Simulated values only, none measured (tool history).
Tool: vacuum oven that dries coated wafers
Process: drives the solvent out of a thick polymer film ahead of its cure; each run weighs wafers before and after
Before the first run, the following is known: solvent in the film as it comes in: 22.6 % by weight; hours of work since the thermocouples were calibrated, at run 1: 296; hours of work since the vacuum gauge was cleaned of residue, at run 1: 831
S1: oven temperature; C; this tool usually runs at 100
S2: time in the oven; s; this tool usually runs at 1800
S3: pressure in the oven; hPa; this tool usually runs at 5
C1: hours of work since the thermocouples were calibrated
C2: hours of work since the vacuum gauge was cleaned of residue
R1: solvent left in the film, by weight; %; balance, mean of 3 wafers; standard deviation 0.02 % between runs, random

run	day	S1	S2	S3	C1	C2	R1
1	0	100	1800	5	296	831	1.5
2	0.967	100	1020	5	311	846	3.68
3	2.317	100	1620	5	333	868	1.73
4	3.479	100	1620	5	351	886	1.75
5	5.125	100	1620	5	378	913	1.8
6	6.038	100	1800	5	392	927	1.51
7	7.454	100	1800	5	415	950	1.52
8	8.288	86	1800	5	428	963	5.19
9	9.875	86	1800	5	453	988	5.14
10	10.604	100	1800	4.78	465	1000	1.48
11	11.454	100	1800	5	479	1014	1.54
12	12.475	101	1800	5	495	1030	1.39
13	13.35	101	1080	5	509	1044	3.19
14	14.254	101	1080	5	523	1058	3.17
15	15.217	101	1080	5	538	1073	3.17
16	16.738	101	1080	5	563	1098	3.17
# day 16.942: vacuum gauge cleaned of residue and calibrated
17	17.662	101	1080	5	576	11	3.29
18	19.038	100	3180	2.81	598	33	0.73
19	19.779	100	3180	2.81	610	45	0.69
20	20.738	100	3180	2.81	625	60	0.7
21	21.738	102	2280	8.79	641	76	1.5
22	23.071	102	2280	8.79	663	98	1.52
23	23.917	100	1920	3.41	676	111	1.35
# day 24.183: vacuum gauge cleaned of residue and calibrated, once more
24	25.167	91	2940	3.58	695	16	1.34
25	25.904	113	1080	2.68	707	27	0.72
26	27.208	113	1080	2.68	728	48	0.72
27	28.546	113	1080	2.68	749	70	0.73
28	30.088	113	1080	2.68	773	94	0.69
29	30.833	113	1080	2.68	785	106	0.7
30	32.479	113	1080	2.68	812	132	0.73
31	33.954	113	1080	2.68	835	156	0.74
32	35.038	96	2880	4.2	852	173	0.94
33	36.017	96	2880	16.44	868	189	2.65
34	36.717	96	2880	16.44	879	200	2.64

Each row is a separate what-if for the run after 34, all from the same tool condition, not one after another. Results?
A	37.942	91	2880	3.78	899	219	?
B	37.942	94	1260	4.26	899	219	?
C	37.942	100	1620	17.68	899	219	?
D	37.942	96	2220	16.44	899	219	?

run	R1
A	1.5
B	4.33
C	3.22
D	3.14
Without the tool's hidden state the same runs would have given:
run	R1
A	1.38
B	4.15
C	3.09
D	3.01

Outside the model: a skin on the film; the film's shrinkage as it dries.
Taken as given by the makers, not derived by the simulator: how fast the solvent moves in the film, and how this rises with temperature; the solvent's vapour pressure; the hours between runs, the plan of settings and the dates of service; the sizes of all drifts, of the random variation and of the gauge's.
